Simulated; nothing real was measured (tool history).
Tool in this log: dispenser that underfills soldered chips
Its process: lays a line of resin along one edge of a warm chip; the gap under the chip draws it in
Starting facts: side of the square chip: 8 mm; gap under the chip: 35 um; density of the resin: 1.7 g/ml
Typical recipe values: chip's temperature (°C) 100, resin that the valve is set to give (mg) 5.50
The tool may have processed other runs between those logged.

run,hour,chip's temperature (°C),resin that the valve is set to give (mg),time until the resin shows at the far edge (s),resin that the valve gave (mg)
1,0.0,100,5.50,54.8,5.23
# hour 3.2: new syringe of resin
# hour 7.3: dispensing valve cleaned and set on the balance
2,8.0,114,5.50,30.8,5.53
# hour 12.8: new syringe of resin
3,12.9,114,5.50,28.2,5.48
4,17.5,100,5.50,53.3,5.47
# hour 21.4: new syringe of resin
5,25.0,100,6.23,49.7,6.13
# hour 29.8: new syringe of resin
6,30.6,100,6.23,47.2,6.13
7,37.2,100,6.23,57.2,6.09
# hour 38.6: new syringe of resin
8,41.9,100,6.23,50.8,6.12
9,45.6,100,6.23,56.2,6.08
# hour 47.5: new syringe of resin
10,49.4,100,6.23,49.3,6.11
# hour 56.5: new syringe of resin
11,57.1,100,5.71,49.1,5.53
12,63.0,100,5.71,56.7,5.50
# hour 64.9: new syringe of resin
13,66.7,100,5.71,49.9,5.52
14,70.8,100,5.71,55.0,5.51
# hour 73.5: new syringe of resin
15,78.4,92,6.70,72.8,6.39
# hour 82.1: new syringe of resin
16,85.2,92,6.70,69.1,6.38
# hour 91.1: dispensing valve cleaned and set on the balance
# hour 91.8: new syringe of resin
17,91.8,111,4.83,31.8,4.79
18,95.5,87,5.79,86.1,5.77
# hour 100.7: new syringe of resin
19,102.8,111,6.36,32.6,6.32
20,106.2,100,6.75,53.0,6.72
# hour 109.6: new syringe of resin
21,110.0,113,5.50,28.8,5.43
22,113.1,113,5.50,31.9,5.41
# hour 118.2: new syringe of resin
23,118.7,114,5.51,29.0,5.39
24,123.2,109,7.08,38.0,6.95
# hour 126.6: new syringe of resin
25,128.6,96,6.05,58.3,5.91
26,134.4,114,6.63,34.2,6.45
# hour 135.2: new syringe of resin
27,140.0,91,5.97,76.1,5.82
# hour 143.7: new syringe of resin
28,147.4,87,4.84,91.9,4.66

3 options for the next run, each taken on its own from the tool as it stands now. Forecast them:
A,151.4,94,5.50,?,?
B,151.4,87,5.69,?,?
C,151.4,110,5.46,?,?

run,time until the resin shows at the far edge (s),resin that the valve gave (mg)
A,72.8,5.29
B,97.1,5.48
C,40.6,5.20
Without the tool's unlogged condition, the same runs would have read:
run,time until the resin shows at the far edge (s),resin that the valve gave (mg)
A,60.2,5.51
B,80.5,5.70
C,33.5,5.42
